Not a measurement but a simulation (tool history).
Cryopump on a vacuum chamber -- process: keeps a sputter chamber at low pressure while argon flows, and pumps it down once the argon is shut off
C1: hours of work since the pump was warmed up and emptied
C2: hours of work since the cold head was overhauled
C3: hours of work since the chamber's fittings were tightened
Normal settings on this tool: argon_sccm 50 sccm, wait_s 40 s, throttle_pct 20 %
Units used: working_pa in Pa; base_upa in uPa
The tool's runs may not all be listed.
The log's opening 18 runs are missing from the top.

run 19 hour=301.1 | argon_sccm=42 wait_s=21 throttle_pct=20 | C1=308 C2=308 C3=1552 | working_pa=0.1873 base_upa=4.61
run 20 hour=316.6 | argon_sccm=50 wait_s=35 throttle_pct=20 | C1=321 C2=321 C3=1565 | working_pa=0.2236 base_upa=3.45
run 21 hour=326 | argon_sccm=50 wait_s=35 throttle_pct=20 | C1=329 C2=329 C3=1573 | working_pa=0.2226 base_upa=3.4
run 22 hour=345.2 | argon_sccm=30 wait_s=139 throttle_pct=20 | C1=346 C2=346 C3=1590 | working_pa=0.1349 base_upa=2.18
run 23 hour=366.3 | argon_sccm=85 wait_s=80 throttle_pct=59 | C1=364 C2=364 C3=1608 | working_pa=0.1382 base_upa=2.55
run 24 hour=386.2 | argon_sccm=85 wait_s=80 throttle_pct=59 | C1=382 C2=382 C3=1626 | working_pa=0.1372 base_upa=2.6
run 25 hour=401.3 | argon_sccm=33 wait_s=298 throttle_pct=59 | C1=395 C2=395 C3=1639 | working_pa=0.0534 base_upa=2.05
run 26 hour=414.5 | argon_sccm=51 wait_s=178 throttle_pct=37 | C1=406 C2=406 C3=1650 | working_pa=0.1277 base_upa=2.15
run 27 hour=436.2 | argon_sccm=86 wait_s=85 throttle_pct=20 | C1=425 C2=425 C3=1669 | working_pa=0.3862 base_upa=2.58
run 28 hour=446.7 | argon_sccm=86 wait_s=85 throttle_pct=20 | C1=434 C2=434 C3=1679 | working_pa=0.3888 base_upa=2.67
run 29 hour=460.2 | argon_sccm=21 wait_s=40 throttle_pct=22 | C1=446 C2=446 C3=1690 | working_pa=0.0862 base_upa=3.41
run 30 hour=475.8 | argon_sccm=88 wait_s=172 throttle_pct=29 | C1=460 C2=460 C3=1704 | working_pa=0.2784 base_upa=2.38
run 31 hour=490.2 | argon_sccm=88 wait_s=172 throttle_pct=29 | C1=472 C2=472 C3=1716 | working_pa=0.278 base_upa=2.26
run 32 hour=500.9 | argon_sccm=92 wait_s=24 throttle_pct=21 | C1=482 C2=482 C3=1726 | working_pa=0.3991 base_upa=4.59
run 33 hour=520.3 | argon_sccm=35 wait_s=80 throttle_pct=39 | C1=499 C2=499 C3=1743 | working_pa=0.0842 base_upa=2.75
run 34 hour=529.7 | argon_sccm=38 wait_s=39 throttle_pct=38 | C1=507 C2=507 C3=1751 | working_pa=0.0937 base_upa=3.74
run 35 hour=541.5 | argon_sccm=80 wait_s=80 throttle_pct=41 | C1=517 C2=517 C3=1761 | working_pa=0.1861 base_upa=2.86

What if the next run were any one of these 3? Each begins from the tool's condition after run 35:
run A hour=559.3 | argon_sccm=86 wait_s=183 throttle_pct=41 | C1=533 C2=533 C3=1777 | working_pa=? base_upa=?
run B hour=559.3 | argon_sccm=80 wait_s=65 throttle_pct=23 | C1=533 C2=533 C3=1777 | working_pa=? base_upa=?
run C hour=559.3 | argon_sccm=50 wait_s=91 throttle_pct=20 | C1=533 C2=533 C3=1777 | working_pa=? base_upa=?

run=A working_pa=0.2012 base_upa=2.38
run=B working_pa=0.3191 base_upa=3.07
run=C working_pa=0.2285 base_upa=2.68
Without the tool's hidden state the same runs would have given:
run=A working_pa=0.1841 base_upa=0.44
run=B working_pa=0.3033 base_upa=1.1
run=C working_pa=0.2186 base_upa=0.77
